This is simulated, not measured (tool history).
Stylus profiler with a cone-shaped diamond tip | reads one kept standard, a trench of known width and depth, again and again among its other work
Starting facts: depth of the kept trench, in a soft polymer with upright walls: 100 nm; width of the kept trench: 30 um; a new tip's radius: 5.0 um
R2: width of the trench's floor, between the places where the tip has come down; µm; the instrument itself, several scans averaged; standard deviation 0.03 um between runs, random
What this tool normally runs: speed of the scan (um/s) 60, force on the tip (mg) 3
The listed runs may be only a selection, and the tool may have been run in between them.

Run 1, hour 0: usual settings. Result: depth of the trench (nm) 101.59, R2 27.6 µm.
Run 2, hour 29.5: usual settings. Result: depth of the trench (nm) 101.58, R2 27.53 µm.
Run 3, hour 78.2: usual settings. Result: depth of the trench (nm) 101.57, R2 27.55 µm.
Run 4, hour 114.9: usual settings but force on the tip (mg) 4.38. Result: depth of the trench (nm) 102.03, R2 27.53 µm.
Run 5, hour 151.4: usual settings but force on the tip (mg) 4.38. Result: depth of the trench (nm) 102.06, R2 27.49 µm.
Run 6, hour 182.4: usual settings but force on the tip (mg) 4.38. Result: depth of the trench (nm) 102.06, R2 27.46 µm.
Run 7, hour 212.6: usual settings. Result: depth of the trench (nm) 101.52, R2 27.46 µm.
Run 8, hour 238.1: usual settings but speed of the scan (um/s) 133. Result: depth of the trench (nm) 101.53, R2 27.36 µm.
Run 9, hour 292.7: usual settings but speed of the scan (um/s) 133, force on the tip (mg) 2.59. Result: depth of the trench (nm) 101.37, R2 27.28 µm.
Run 10, hour 317.5: usual settings. Result: depth of the trench (nm) 101.49, R2 27.44 µm.
Run 11, hour 354: usual settings. Result: depth of the trench (nm) 101.51, R2 27.44 µm.
At hour 361.2: height scale calibrated on a step standard.
Run 12, hour 406: usual settings. Result: depth of the trench (nm) 101.68, R2 27.39 µm.
Run 13, hour 438.5: usual settings but force on the tip (mg) 1.26. Result: depth of the trench (nm) 100.9, R2 27.38 µm.
Run 14, hour 472.8: usual settings. Result: depth of the trench (nm) 101.66, R2 27.38 µm.
Run 15, hour 502.6: usual settings but speed of the scan (um/s) 149, force on the tip (mg) 8.4. Result: depth of the trench (nm) 103.38, R2 27.3 µm.
Run 16, hour 534.5: usual settings but speed of the scan (um/s) 138, force on the tip (mg) 6.22. Result: depth of the trench (nm) 102.73, R2 27.3 µm.
Run 17, hour 556.6: usual settings but speed of the scan (um/s) 30, force on the tip (mg) 5.1. Result: depth of the trench (nm) 102.39, R2 27.44 µm.
Run 18, hour 583: usual settings but speed of the scan (um/s) 20, force on the tip (mg) 3.93. Result: depth of the trench (nm) 101.98, R2 27.42 µm.
Run 19, hour 621.1: usual settings but speed of the scan (um/s) 20, force on the tip (mg) 3.93. Result: depth of the trench (nm) 101.96, R2 27.4 µm.
Run 20, hour 644: usual settings but speed of the scan (um/s) 134, force on the tip (mg) 3.91. Result: depth of the trench (nm) 101.96, R2 27.23 µm.
Run 21, hour 668.5: usual settings but speed of the scan (um/s) 209, force on the tip (mg) 4.85. Result: depth of the trench (nm) 102.27, R2 27.08 µm.
Run 22, hour 704.3: usual settings but speed of the scan (um/s) 74. Result: depth of the trench (nm) 101.63, R2 27.27 µm.
Run 23, hour 751.3: usual settings but speed of the scan (um/s) 74. Result: depth of the trench (nm) 101.6, R2 27.25 µm.
Run 24, hour 787.1: usual settings but speed of the scan (um/s) 69, force on the tip (mg) 7.94. Result: depth of the trench (nm) 103.2, R2 27.27 µm.
Run 25, hour 816.9: usual settings but speed of the scan (um/s) 20, force on the tip (mg) 2. Result: depth of the trench (nm) 101.21, R2 27.36 µm.
Run 26, hour 846.7: usual settings but speed of the scan (um/s) 34, force on the tip (mg) 3.34. Result: depth of the trench (nm) 101.71, R2 27.24 µm.
Run 27, hour 882.1: usual settings but speed of the scan (um/s) 37, force on the tip (mg) 5.78. Result: depth of the trench (nm) 102.54, R2 27.33 µm.
Run 28, hour 931.8: usual settings but speed of the scan (um/s) 37, force on the tip (mg) 5.78. Result: depth of the trench (nm) 102.52, R2 27.28 µm.

What if the next run were any one of these 4? Each begins from the tool's condition after run 28:
Run A, hour 979.5: usual settings but speed of the scan (um/s) 132, force on the tip (mg) 6.4. Result: depth of the trench (nm) ?, R2 ?.
Run B, hour 979.5: usual settings but speed of the scan (um/s) 50, force on the tip (mg) 4.73. Result: depth of the trench (nm) ?, R2 ?.
Run C, hour 979.5: usual settings but speed of the scan (um/s) 183, force on the tip (mg) 3.37. Result: depth of the trench (nm) ?, R2 ?.
Run D, hour 979.5: usual settings but speed of the scan (um/s) 48, force on the tip (mg) 1.66. Result: depth of the trench (nm) ?, R2 ?.

run  depth of the trench (nm)     R2
  A                    102.72  27.16
  B                    102.18  27.24
  C                    101.71  27.03
  D                       101  27.18
Stripped of hidden state, with their random variation kept, the same runs would have yielded:
run  depth of the trench (nm)     R2
  A                    102.89  27.85
  B                    102.35  27.93
  C                    101.88  27.73
  D                    101.17  27.87

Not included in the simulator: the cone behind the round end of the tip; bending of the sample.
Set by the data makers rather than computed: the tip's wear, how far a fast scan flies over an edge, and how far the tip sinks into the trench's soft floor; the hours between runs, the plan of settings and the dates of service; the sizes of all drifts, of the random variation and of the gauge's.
